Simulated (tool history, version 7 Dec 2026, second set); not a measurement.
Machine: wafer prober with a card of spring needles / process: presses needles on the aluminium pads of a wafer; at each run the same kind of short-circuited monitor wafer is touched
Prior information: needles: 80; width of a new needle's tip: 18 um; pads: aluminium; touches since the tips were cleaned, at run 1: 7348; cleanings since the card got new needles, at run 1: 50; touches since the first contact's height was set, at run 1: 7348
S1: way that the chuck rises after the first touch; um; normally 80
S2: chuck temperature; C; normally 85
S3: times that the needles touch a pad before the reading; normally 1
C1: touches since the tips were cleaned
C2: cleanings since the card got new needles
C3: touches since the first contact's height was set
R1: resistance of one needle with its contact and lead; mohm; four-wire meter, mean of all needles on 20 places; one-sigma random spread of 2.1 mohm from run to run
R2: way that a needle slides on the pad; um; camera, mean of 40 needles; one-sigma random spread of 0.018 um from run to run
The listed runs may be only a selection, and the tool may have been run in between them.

run 1 hour=0.0 | S1=80 S2=85 S3=1 | C1=7348 C2=50 C3=7348 | R1=233 R2=18.21
-- hour=2.7 tips cleaned on abrasive film
-- hour=45.7 tips cleaned on abrasive film
run 2 hour=52.8 | S1=80 S2=85 S3=1 | C1=1430 C2=52 C3=17953 | R1=231 R2=18.20
-- hour=84.8 tips cleaned on abrasive film
run 3 hour=97.8 | S1=96 S2=85 S3=1 | C1=2612 C2=53 C3=27003 | R1=230 R2=21.86
-- hour=125.8 tips cleaned on abrasive film
run 4 hour=134.4 | S1=96 S2=85 S3=1 | C1=1736 C2=54 C3=34365 | R1=230 R2=21.93
-- hour=164.7 tips cleaned on abrasive film
run 5 hour=194.2 | S1=96 S2=85 S3=1 | C1=5942 C2=55 C3=46394 | R1=228 R2=21.91
-- hour=206.8 tips cleaned on abrasive film
-- hour=248.3 tips cleaned on abrasive film
run 6 hour=248.3 | S1=80 S2=85 S3=1 | C1=0 C2=57 C3=57252 | R1=231 R2=18.31
-- hour=291.0 tips cleaned on abrasive film
run 7 hour=307.6 | S1=62 S2=85 S3=1 | C1=3364 C2=58 C3=69202 | R1=238 R2=14.21
-- hour=332.6 tips cleaned on abrasive film
run 8 hour=346.0 | S1=62 S2=85 S3=1 | C1=2700 C2=59 C3=76903 | R1=238 R2=14.22
-- hour=372.8 tips cleaned on abrasive film
run 9 hour=377.0 | S1=62 S2=85 S3=1 | C1=833 C2=60 C3=83135 | R1=241 R2=14.23
run 10 hour=405.9 | S1=62 S2=85 S3=1 | C1=6657 C2=60 C3=88959 | R1=238 R2=14.22
-- hour=413.2 tips cleaned on abrasive film
run 11 hour=441.9 | S1=80 S2=85 S3=1 | C1=5768 C2=61 C3=96195 | R1=229 R2=18.39
-- hour=453.7 tips cleaned on abrasive film
-- hour=468.3 height of the first contact set anew
run 12 hour=473.6 | S1=80 S2=85 S3=2 | C1=3962 C2=62 C3=1075 | R1=233 R2=18.39
-- hour=496.2 tips cleaned on abrasive film
run 13 hour=520.6 | S1=80 S2=85 S3=1 | C1=4934 C2=63 C3=10527 | R1=234 R2=18.41
-- hour=538.4 tips cleaned on abrasive film
run 14 hour=576.1 | S1=80 S2=85 S3=1 | C1=7593 C2=64 C3=21689 | R1=232 R2=18.47
-- hour=581.2 tips cleaned on abrasive film
-- hour=619.6 tips cleaned on abrasive film
run 15 hour=619.6 | S1=80 S2=85 S3=1 | C1=0 C2=66 C3=30408 | R1=231 R2=18.47
run 16 hour=655.6 | S1=80 S2=85 S3=1 | C1=7267 C2=66 C3=37675 | R1=231 R2=18.47
-- hour=661.4 tips cleaned on abrasive film
-- hour=700.6 tips cleaned on abrasive film
run 17 hour=704.2 | S1=80 S2=85 S3=1 | C1=725 C2=68 C3=47432 | R1=234 R2=18.53
run 18 hour=736.4 | S1=80 S2=85 S3=1 | C1=7213 C2=68 C3=53920 | R1=234 R2=18.54
-- hour=740.1 tips cleaned on abrasive film
run 19 hour=768.1 | S1=80 S2=85 S3=1 | C1=5640 C2=69 C3=60279 | R1=234 R2=18.50
-- hour=779.6 tips cleaned on abrasive film
run 20 hour=817.2 | S1=69 S2=85 S3=1 | C1=7573 C2=70 C3=70162 | R1=231 R2=15.98
-- hour=820.4 tips cleaned on abrasive film
-- hour=861.5 tips cleaned on abrasive film
run 21 hour=861.5 | S1=69 S2=85 S3=1 | C1=0 C2=72 C3=79054 | R1=235 R2=15.99
run 22 hour=895.6 | S1=99 S2=119 S3=2 | C1=6873 C2=72 C3=85927 | R1=240 R2=23.02
-- hour=903.9 tips cleaned on abrasive film
run 23 hour=941.4 | S1=99 S2=119 S3=2 | C1=7556 C2=73 C3=95133 | R1=237 R2=23.01
-- hour=944.6 tips cleaned on abrasive film
-- hour=971.0 height of the first contact set anew
run 24 hour=981.5 | S1=99 S2=119 S3=2 | C1=7359 C2=74 C3=2110 | R1=238 R2=23.04
-- hour=986.0 tips cleaned on abrasive film
-- hour=1027.6 tips cleaned on abrasive film
run 25 hour=1042.6 | S1=93 S2=40 S3=1 | C1=3023 C2=76 C3=14389 | R1=214 R2=21.66
-- hour=1066.9 tips cleaned on abrasive film
run 26 hour=1082.4 | S1=93 S2=40 S3=1 | C1=3112 C2=77 C3=22390 | R1=219 R2=21.70
-- hour=1105.9 tips cleaned on abrasive film
run 27 hour=1129.7 | S1=93 S2=40 S3=1 | C1=4801 C2=78 C3=31912 | R1=214 R2=21.73
-- hour=1141.9 gauge calibrated
-- hour=1146.6 tips cleaned on abrasive film
run 28 hour=1164.3 | S1=80 S2=59 S3=1 | C1=3572 C2=79 C3=38874 | R1=223 R2=18.22
-- hour=1185.0 tips cleaned on abrasive film
run 29 hour=1199.4 | S1=80 S2=59 S3=1 | C1=2893 C2=80 C3=45916 | R1=227 R2=18.17
-- hour=1224.5 tips cleaned on abrasive film
run 30 hour=1224.5 | S1=86 S2=27 S3=2 | C1=0 C2=81 C3=50965 | R1=215 R2=19.59
-- hour=1263.0 tips cleaned on abrasive film
run 31 hour=1270.5 | S1=80 S2=87 S3=1 | C1=1508 C2=82 C3=60214 | R1=231 R2=18.23
-- hour=1305.2 tips cleaned on abrasive film
run 32 hour=1307.6 | S1=89 S2=30 S3=1 | C1=471 C2=83 C3=67662 | R1=217 R2=20.31

Each row is a separate what-if for the run after 32, all from the same tool condition, not one after another. Results?
run A hour=1338.8 | S1=65 S2=61 S3=2 | C1=6769 C2=83 C3=73960 | R1=? R2=?
run B hour=1338.8 | S1=89 S2=81 S3=1 | C1=6769 C2=83 C3=73960 | R1=? R2=?
run C hour=1338.8 | S1=89 S2=30 S3=2 | C1=6769 C2=83 C3=73960 | R1=? R2=?
run D hour=1338.8 | S1=84 S2=34 S3=2 | C1=6769 C2=83 C3=73960 | R1=? R2=?
run E hour=1338.8 | S1=89 S2=70 S3=1 | C1=6769 C2=83 C3=73960 | R1=? R2=?

run=A R1=227 R2=14.86
run=B R1=229 R2=20.35
run=C R1=214 R2=20.28
run=D R1=220 R2=19.19
run=E R1=225 R2=20.32
Take away the tool's hidden state, keep each run's random variation, and the runs would have read:
run=A R1=226 R2=14.80
run=B R1=228 R2=20.26
run=C R1=214 R2=20.19
run=D R1=220 R2=19.10
run=E R1=225 R2=20.23
